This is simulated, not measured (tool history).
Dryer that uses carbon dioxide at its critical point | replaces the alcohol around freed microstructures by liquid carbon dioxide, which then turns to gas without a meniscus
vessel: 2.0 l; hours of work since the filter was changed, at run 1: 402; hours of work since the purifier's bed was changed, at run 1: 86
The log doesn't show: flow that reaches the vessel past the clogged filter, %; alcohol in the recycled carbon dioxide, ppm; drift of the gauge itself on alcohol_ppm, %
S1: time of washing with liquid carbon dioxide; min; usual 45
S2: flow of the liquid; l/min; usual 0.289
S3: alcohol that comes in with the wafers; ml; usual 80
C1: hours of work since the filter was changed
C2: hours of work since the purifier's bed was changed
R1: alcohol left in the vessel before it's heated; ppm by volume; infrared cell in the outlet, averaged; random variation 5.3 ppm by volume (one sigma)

Run 1, hour 0.0: usual settings; C1 402; C2 86. Result: R1 243 ppm by volume.
Run 2, hour 4.9: usual settings but S3 97 ml; C1 404; C2 88. Result: R1 289 ppm by volume.
Run 3, hour 13.5: usual settings; C1 407; C2 91. Result: R1 238 ppm by volume.
Run 4, hour 21.6: usual settings; C1 409; C2 93. Result: R1 243 ppm by volume.
Run 5, hour 29.3: usual settings; C1 412; C2 96. Result: R1 245 ppm by volume.
Run 6, hour 39.2: usual settings; C1 415; C2 99. Result: R1 248 ppm by volume.
Run 7, hour 45.1: usual settings; C1 417; C2 101. Result: R1 250 ppm by volume.
Run 8, hour 51.2: usual settings; C1 419; C2 103. Result: R1 255 ppm by volume.
Run 9, hour 56.2: usual settings; C1 421; C2 105. Result: R1 245 ppm by volume.
Run 10, hour 61.8: usual settings but S1 48 min; C1 422; C2 106. Result: R1 170 ppm by volume.
Run 11, hour 69.2: usual settings but S3 50 ml; C1 425; C2 109. Result: R1 173 ppm by volume.
Run 12, hour 74.9: usual settings but S2 0.366 l/min; C1 427; C2 111. Result: R1 68 ppm by volume.
Run 13, hour 80.3: usual settings but S2 0.211 l/min, S3 36 ml; C1 428; C2 112. Result: R1 464 ppm by volume.
Run 14, hour 85.6: usual settings but S1 27 min, S2 0.457 l/min, S3 35 ml; C1 430; C2 114. Result: R1 133 ppm by volume.
Run 15, hour 93.2: usual settings but S2 0.313 l/min, S3 108 ml; C1 433; C2 117. Result: R1 239 ppm by volume.
Run 16, hour 101.2: usual settings but S3 59 ml; C1 435; C2 119. Result: R1 190 ppm by volume.
Run 17, hour 110.6: usual settings but S1 33 min, S2 0.288 l/min, S3 46 ml; C1 438; C2 122. Result: R1 556 ppm by volume.
Run 18, hour 116.0: usual settings but S1 68 min, S2 0.340 l/min, S3 46 ml; C1 440; C2 124. Result: R1 25 ppm by volume.
Run 19, hour 121.0: usual settings but S1 68 min, S2 0.340 l/min, S3 46 ml; C1 442; C2 126. Result: R1 30 ppm by volume.
Run 20, hour 125.8: usual settings but S1 68 min, S2 0.340 l/min, S3 46 ml; C1 443; C2 127. Result: R1 24 ppm by volume.
Run 21, hour 132.0: usual settings but S1 68 min, S2 0.418 l/min, S3 23 ml; C1 445; C2 129. Result: R1 35 ppm by volume.
Run 22, hour 139.6: usual settings but S1 68 min, S2 0.418 l/min, S3 23 ml; C1 448; C2 132. Result: R1 28 ppm by volume.
Run 23, hour 148.4: usual settings but S1 27 min, S2 0.460 l/min, S3 36 ml; C1 451; C2 135. Result: R1 152 ppm by volume.

Forecast each of these 5 alternatives for the next run:
Run A, hour 157.2: usual settings but S1 59 min, S2 0.460 l/min, S3 36 ml; C1 453; C2 137. Result: R1 ?.
Run B, hour 157.2: usual settings but S1 63 min, S3 21 ml; C1 453; C2 137. Result: R1 ?.
Run C, hour 157.2: usual settings but S1 43 min, S2 0.200 l/min, S3 71 ml; C1 453; C2 137. Result: R1 ?.
Run D, hour 157.2: usual settings but S1 27 min, S2 0.303 l/min, S3 43 ml; C1 453; C2 137. Result: R1 ?.
Run E, hour 157.2: usual settings but S1 29 min, S2 0.419 l/min, S3 21 ml; C1 453; C2 137. Result: R1 ?.

run    R1
  A    28
  B    39
  C  1296
  D   893
  E   109
Without the tool's hidden state the same runs would have given:
run   R1
  A    2
  B    8
  C  749
  D  522
  E   40
